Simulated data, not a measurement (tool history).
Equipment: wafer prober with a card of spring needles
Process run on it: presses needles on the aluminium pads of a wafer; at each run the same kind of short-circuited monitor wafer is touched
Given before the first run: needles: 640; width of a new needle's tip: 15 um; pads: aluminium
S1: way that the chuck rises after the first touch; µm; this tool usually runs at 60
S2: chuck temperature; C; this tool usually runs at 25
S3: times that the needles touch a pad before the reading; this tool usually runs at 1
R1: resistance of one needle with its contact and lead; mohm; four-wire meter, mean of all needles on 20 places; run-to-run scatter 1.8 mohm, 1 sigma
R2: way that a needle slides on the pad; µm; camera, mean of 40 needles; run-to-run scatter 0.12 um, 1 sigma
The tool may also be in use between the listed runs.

run 1 hour=0.0 | S1=60 S2=25 S3=1 | R1=256 R2=7.44
-- hour=3.1 tips cleaned on abrasive film
-- hour=7.2 tips cleaned on abrasive film
-- hour=12.4 tips cleaned on abrasive film
-- hour=17.5 tips cleaned on abrasive film
-- hour=22.6 tips cleaned on abrasive film
-- hour=26.8 tips cleaned on abrasive film
-- hour=31.9 tips cleaned on abrasive film
-- hour=36.0 tips cleaned on abrasive film
run 2 hour=37.9 | S1=60 S2=25 S3=1 | R1=259 R2=7.25
-- hour=41.0 tips cleaned on abrasive film
-- hour=45.1 tips cleaned on abrasive film
-- hour=50.3 tips cleaned on abrasive film
-- hour=55.4 tips cleaned on abrasive film
-- hour=60.5 tips cleaned on abrasive film
-- hour=64.7 tips cleaned on abrasive film
run 3 hour=65.0 | S1=60 S2=25 S3=1 | R1=214 R2=7.06
-- hour=69.1 tips cleaned on abrasive film
-- hour=74.3 tips cleaned on abrasive film
-- hour=77.4 tips cleaned on abrasive film, once more
-- hour=82.5 tips cleaned on abrasive film
-- hour=87.7 tips cleaned on abrasive film
-- hour=92.8 tips cleaned on abrasive film
-- hour=97.9 tips cleaned on abrasive film
run 4 hour=98.5 | S1=60 S2=25 S3=1 | R1=227 R2=7.09
-- hour=102.6 tips cleaned on abrasive film
-- hour=107.7 tips cleaned on abrasive film
-- hour=111.8 tips cleaned on abrasive film
-- hour=117.0 tips cleaned on abrasive film
-- hour=121.1 tips cleaned on abrasive film
-- hour=126.2 tips cleaned on abrasive film
run 5 hour=128.4 | S1=76 S2=25 S3=1 | R1=237 R2=9.25
-- hour=130.5 tips cleaned on abrasive film
-- hour=135.6 tips cleaned on abrasive film
-- hour=139.8 tips cleaned on abrasive film
-- hour=144.9 tips cleaned on abrasive film
-- hour=150.0 tips cleaned on abrasive film
-- hour=155.2 tips cleaned on abrasive film
run 6 hour=156.5 | S1=47 S2=25 S3=1 | R1=313 R2=5.43
-- hour=159.6 tips cleaned on abrasive film
-- hour=163.7 tips cleaned on abrasive film
-- hour=168.8 tips cleaned on abrasive film
-- hour=174.0 tips cleaned on abrasive film
-- hour=179.1 tips cleaned on abrasive film
-- hour=183.2 tips cleaned on abrasive film
-- hour=188.4 tips cleaned on abrasive film
run 7 hour=189.6 | S1=47 S2=25 S3=1 | R1=306 R2=5.20
-- hour=192.7 tips cleaned on abrasive film
-- hour=196.8 tips cleaned on abrasive film
-- hour=202.0 tips cleaned on abrasive film
-- hour=207.1 tips cleaned on abrasive film
-- hour=211.2 tips cleaned on abrasive film
run 8 hour=214.2 | S1=47 S2=25 S3=1 | R1=399 R2=5.12
-- hour=216.3 tips cleaned on abrasive film
-- hour=220.4 tips cleaned on abrasive film
-- hour=225.6 tips cleaned on abrasive film
-- hour=230.7 tips cleaned on abrasive film
-- hour=234.8 tips cleaned on abrasive film
-- hour=240.0 tips cleaned on abrasive film
-- hour=245.1 tips cleaned on abrasive film
-- hour=250.2 tips cleaned on abrasive film
-- hour=255.4 tips cleaned on abrasive film
run 9 hour=256.2 | S1=47 S2=25 S3=1 | R1=282 R2=5.16
-- hour=260.3 tips cleaned on abrasive film
-- hour=265.4 tips cleaned on abrasive film
-- hour=270.5 tips cleaned on abrasive film
-- hour=275.7 tips cleaned on abrasive film
run 10 hour=278.7 | S1=47 S2=25 S3=1 | R1=414 R2=5.28
-- hour=280.8 tips cleaned on abrasive film
-- hour=285.9 tips cleaned on abrasive film
-- hour=290.0 tips cleaned on abrasive film
-- hour=295.2 tips cleaned on abrasive film
-- hour=300.3 tips cleaned on abrasive film
-- hour=304.4 tips cleaned on abrasive film
run 11 hour=307.6 | S1=47 S2=25 S3=1 | R1=426 R2=5.32
-- hour=308.7 tips cleaned on abrasive film
-- hour=313.9 tips cleaned on abrasive film
-- hour=319.0 tips cleaned on abrasive film
-- hour=324.1 tips cleaned on abrasive film
-- hour=328.2 tips cleaned on abrasive film
-- hour=333.4 tips cleaned on abrasive film
-- hour=338.5 tips cleaned on abrasive film
run 12 hour=339.7 | S1=47 S2=25 S3=1 | R1=335 R2=4.96
-- hour=342.8 tips cleaned on abrasive film
-- hour=348.0 tips cleaned on abrasive film
-- hour=353.1 tips cleaned on abrasive film
-- hour=358.2 tips cleaned on abrasive film
-- hour=362.4 tips cleaned on abrasive film
-- hour=367.5 tips cleaned on abrasive film
run 13 hour=369.1 | S1=72 S2=25 S3=2 | R1=232 R2=8.19
-- hour=372.2 tips cleaned on abrasive film
-- hour=377.4 tips cleaned on abrasive film
-- hour=382.5 tips cleaned on abrasive film
-- hour=387.6 tips cleaned on abrasive film
run 14 hour=389.4 | S1=60 S2=29 S3=1 | R1=289 R2=6.63
-- hour=392.5 tips cleaned on abrasive film
-- hour=397.6 tips cleaned on abrasive film
-- hour=401.8 tips cleaned on abrasive film
-- hour=403.1 height of the first contact set anew
-- hour=407.2 tips cleaned on abrasive film
-- hour=412.3 tips cleaned on abrasive film
run 15 hour=412.3 | S1=60 S2=29 S3=1 | R1=212 R2=7.61
-- hour=417.4 tips cleaned on abrasive film
-- hour=422.5 tips cleaned on abrasive film
-- hour=427.7 tips cleaned on abrasive film
-- hour=431.8 tips cleaned on abrasive film
-- hour=436.9 tips cleaned on abrasive film
run 16 hour=440.2 | S1=61 S2=25 S3=2 | R1=259 R2=7.92
-- hour=441.4 tips cleaned on abrasive film
-- hour=446.5 tips cleaned on abrasive film
-- hour=451.6 tips cleaned on abrasive film
-- hour=456.8 tips cleaned on abrasive film
-- hour=461.9 tips cleaned on abrasive film
-- hour=467.0 tips cleaned on abrasive film
-- hour=471.2 tips cleaned on abrasive film
run 17 hour=473.5 | S1=52 S2=65 S3=1 | R1=317 R2=6.52

Expected results for the next run?
-- hour=475.6 tips cleaned on abrasive film
-- hour=480.7 tips cleaned on abrasive film
-- hour=485.8 tips cleaned on abrasive film
-- hour=491.0 tips cleaned on abrasive film
-- hour=496.1 tips cleaned on abrasive film
run 18 hour=499.8 | S1=61 S2=25 S3=3 | R1=? R2=?

{"run 18": {"R1": 248, "R2": 7.62}}
Minus the tool's unlogged condition, the same run would have read R1 193 mohm, R2 7.81 µm.

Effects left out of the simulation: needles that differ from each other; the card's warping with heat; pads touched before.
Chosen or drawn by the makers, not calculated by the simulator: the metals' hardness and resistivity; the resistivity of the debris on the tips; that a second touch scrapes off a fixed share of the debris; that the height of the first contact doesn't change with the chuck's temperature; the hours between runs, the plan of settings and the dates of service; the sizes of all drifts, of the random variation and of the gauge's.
